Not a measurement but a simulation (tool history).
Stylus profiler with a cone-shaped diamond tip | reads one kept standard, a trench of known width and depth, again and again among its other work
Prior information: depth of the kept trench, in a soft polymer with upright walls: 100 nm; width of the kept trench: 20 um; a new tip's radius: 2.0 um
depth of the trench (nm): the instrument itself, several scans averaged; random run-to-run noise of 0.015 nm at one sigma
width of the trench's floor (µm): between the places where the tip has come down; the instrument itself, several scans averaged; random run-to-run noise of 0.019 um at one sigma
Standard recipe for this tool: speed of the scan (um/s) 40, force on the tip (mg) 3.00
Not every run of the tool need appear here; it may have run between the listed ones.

run	hour	speed of the scan (um/s)	force on the tip (mg)	depth of the trench (nm)	width of the trench's floor (µm)
1	0.0	40	3.00	101.92	18.59
2	49.9	40	3.00	101.93	18.59
3	100.2	40	3.00	101.91	18.58
4	153.5	40	3.00	101.91	18.57
5	186.1	40	3.00	101.94	18.57
6	241.3	40	3.00	101.92	18.56
7	286.9	52	3.00	101.93	18.52
8	326.2	52	3.00	101.94	18.51
9	367.0	52	3.00	101.92	18.54
10	412.1	52	3.00	101.93	18.52
11	445.3	52	3.00	101.98	18.54
12	501.9	40	3.00	101.98	18.55
13	557.5	60	3.00	101.97	18.50
14	581.2	60	3.00	101.98	18.47
15	620.6	11	1.27	101.16	18.61
16	644.3	11	1.27	101.15	18.59
17	687.5	10	6.77	103.30	18.63
# hour 692.4: height scale calibrated on a step standard
18	743.9	64	1.96	101.58	18.43
19	768.5	50	3.00	102.00	18.49
20	815.0	41	1.18	101.21	18.47
21	846.7	74	3.00	102.03	18.45
22	870.9	40	1.26	101.23	18.47
23	902.0	40	1.26	101.24	18.45
24	958.2	33	7.67	103.63	18.55
25	995.4	104	4.35	102.59	18.42
# hour 1023.3: height scale calibrated on a step standard, once more
26	1027.5	104	4.35	102.36	18.38
27	1081.4	40	6.91	103.22	18.52

3 options for the next run, each taken on its own from the tool as it stands now. Forecast them:
A	1133.1	26	2.22	?	?
B	1133.1	22	3.72	?	?
C	1133.1	13	4.08	?	?

run	depth of the trench (nm)	width of the trench's floor (µm)
A	101.54	18.57
B	102.14	18.56
C	102.29	18.57
Stripped of hidden state, with their random variation kept, the same runs would have yielded:
run	depth of the trench (nm)	width of the trench's floor (µm)
A	101.48	18.71
B	102.08	18.70
C	102.23	18.71
